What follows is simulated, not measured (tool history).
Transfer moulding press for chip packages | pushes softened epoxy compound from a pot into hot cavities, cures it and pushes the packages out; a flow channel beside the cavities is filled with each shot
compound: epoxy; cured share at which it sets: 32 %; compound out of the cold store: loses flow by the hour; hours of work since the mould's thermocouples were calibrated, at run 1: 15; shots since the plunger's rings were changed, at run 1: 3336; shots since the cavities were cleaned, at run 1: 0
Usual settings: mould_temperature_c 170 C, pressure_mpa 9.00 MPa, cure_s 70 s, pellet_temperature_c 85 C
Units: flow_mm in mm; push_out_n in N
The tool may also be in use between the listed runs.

| run | hour | mould_temperature_c | pressure_mpa | cure_s | pellet_temperature_c | hours of work since the mould's thermocouples were calibrated | shots since the plunger's rings were changed | shots since the cavities were cleaned | incoming compound's hours out of the cold store | flow_mm | push_out_n |
|---|---|---|---|---|---|---|---|---|---|---|---|
| 1 | 0.0 | 170 | 9.00 | 70 | 85 | 15 | 3336 | 0 | 44.8 | 686 | 419 |
| 2 | 32.1 | 170 | 9.00 | 70 | 85 | 34 | 3823 | 487 | 11.8 | 785 | 696 |
|  | 52.2 | cavities cleaned with cleaning compound and waxed |
| 3 | 70.6 | 170 | 9.00 | 70 | 85 | 57 | 4383 | 279 | 26.1 | 719 | 564 |
|  | 105.6 | cavities cleaned with cleaning compound and waxed |
| 4 | 134.0 | 170 | 9.00 | 70 | 85 | 94 | 5322 | 431 | 26.9 | 706 | 641 |
|  | 158.5 | cavities cleaned with cleaning compound and waxed |
|  | 165.7 | plunger's sealing rings changed |
| 5 | 169.5 | 170 | 9.00 | 70 | 85 | 113 | 58 | 128 | 34.4 | 757 | 485 |
|  | 215.8 | cavities cleaned with cleaning compound and waxed |
| 6 | 224.6 | 170 | 9.00 | 70 | 85 | 146 | 871 | 133 | 46.1 | 704 | 481 |
|  | 269.4 | cavities cleaned with cleaning compound and waxed |
| 7 | 286.8 | 170 | 9.00 | 70 | 85 | 183 | 1791 | 264 | 31.0 | 748 | 554 |
|  | 319.9 | cavities cleaned with cleaning compound and waxed |
| 8 | 320.4 | 170 | 9.00 | 70 | 85 | 202 | 2278 | 8 | 19.5 | 764 | 447 |
|  | 370.9 | cavities cleaned with cleaning compound and waxed |
| 9 | 384.0 | 170 | 9.00 | 70 | 85 | 240 | 3219 | 198 | 43.3 | 685 | 505 |
| 10 | 419.5 | 170 | 9.00 | 70 | 85 | 261 | 3757 | 736 | 26.6 | 750 | 707 |
|  | 427.3 | cavities cleaned with cleaning compound and waxed |
|  | 479.9 | cavities cleaned with cleaning compound and waxed |
| 11 | 485.2 | 170 | 9.00 | 109 | 85 | 299 | 4708 | 80 | 34.3 | 695 | 316 |
| 12 | 525.3 | 170 | 9.00 | 71 | 85 | 323 | 5316 | 688 | 24.1 | 723 | 714 |
|  | 533.3 | cavities cleaned with cleaning compound and waxed |
|  | 559.1 | plunger's sealing rings changed |
|  | 592.0 | cavities cleaned with cleaning compound and waxed |
| 13 | 595.7 | 170 | 9.00 | 71 | 85 | 363 | 532 | 57 | 42.8 | 717 | 432 |
|  | 643.1 | cavities cleaned with cleaning compound and waxed |
| 14 | 655.7 | 170 | 9.00 | 71 | 85 | 398 | 1418 | 190 | 14.3 | 808 | 502 |
|  | 696.7 | cavities cleaned with cleaning compound and waxed |
| 15 | 696.7 | 170 | 9.00 | 71 | 85 | 422 | 2017 | 0 | 47.4 | 686 | 384 |
|  | 750.9 | cavities cleaned with cleaning compound and waxed |
| 16 | 761.3 | 170 | 9.00 | 71 | 85 | 460 | 2973 | 157 | 42.0 | 691 | 469 |
|  | 802.3 | cavities cleaned with cleaning compound and waxed |
| 17 | 807.4 | 168 | 9.00 | 103 | 75 | 487 | 3650 | 77 | 27.1 | 728 | 316 |
|  | 829.3 | mould's thermocouples calibrated |
| 18 | 851.3 | 177 | 9.00 | 94 | 75 | 13 | 4285 | 712 | 14.6 | 759 | 502 |
|  | 857.9 | cavities cleaned with cleaning compound and waxed |
| 19 | 905.7 | 177 | 9.00 | 84 | 78 | 45 | 5088 | 725 | 27.7 | 710 | 504 |
|  | 910.5 | cavities cleaned with cleaning compound and waxed |
|  | 953.0 | plunger's sealing rings changed |
| 20 | 959.0 | 177 | 9.00 | 84 | 78 | 75 | 91 | 698 | 32.3 | 763 | 507 |
|  | 965.8 | cavities cleaned with cleaning compound and waxed |
| 21 | 995.6 | 170 | 10.37 | 101 | 82 | 96 | 622 | 451 | 17.0 | 882 | 447 |
|  | 1019.0 | cavities cleaned with cleaning compound and waxed |
| 22 | 1039.5 | 170 | 10.37 | 53 | 82 | 122 | 1266 | 311 | 40.0 | 780 | 1052 |
|  | 1069.8 | cavities cleaned with cleaning compound and waxed |
| 23 | 1110.6 | 170 | 10.37 | 53 | 82 | 164 | 2321 | 618 | 16.5 | 844 | 1376 |
|  | 1123.1 | cavities cleaned with cleaning compound and waxed |
| 24 | 1169.8 | 170 | 9.70 | 70 | 87 | 199 | 3195 | 707 | 25.5 | 778 | 726 |
|  | 1175.1 | cavities cleaned with cleaning compound and waxed |
| 25 | 1209.5 | 177 | 7.77 | 60 | 85 | 222 | 3776 | 522 | 21.1 | 684 | 593 |
|  | 1228.5 | cavities cleaned with cleaning compound and waxed |
| 26 | 1262.8 | 177 | 9.00 | 70 | 85 | 254 | 4560 | 520 | 16.8 | 750 | 500 |

Forecast each of these 3 alternatives for the next run:
|  | 1284.5 | cavities cleaned with cleaning compound and waxed |
| A | 1303.5 | 171 | 6.90 | 70 | 85 | 278 | 5154 | 288 | 15.3 | ? | ? |
|  | 1284.5 | cavities cleaned with cleaning compound and waxed |
| B | 1303.5 | 177 | 7.10 | 70 | 76 | 278 | 5154 | 288 | 25.0 | ? | ? |
|  | 1284.5 | cavities cleaned with cleaning compound and waxed |
| C | 1303.5 | 176 | 9.00 | 70 | 84 | 278 | 5154 | 288 | 21.3 | ? | ? |

| run | flow_mm | push_out_n |
|---|---|---|
| A | 660 | 536 |
| B | 628 | 429 |
| C | 722 | 434 |
Without the tool's hidden state the same runs would have given:
| run | flow_mm | push_out_n |
|---|---|---|
| A | 729 | 400 |
| B | 693 | 314 |
| C | 798 | 319 |
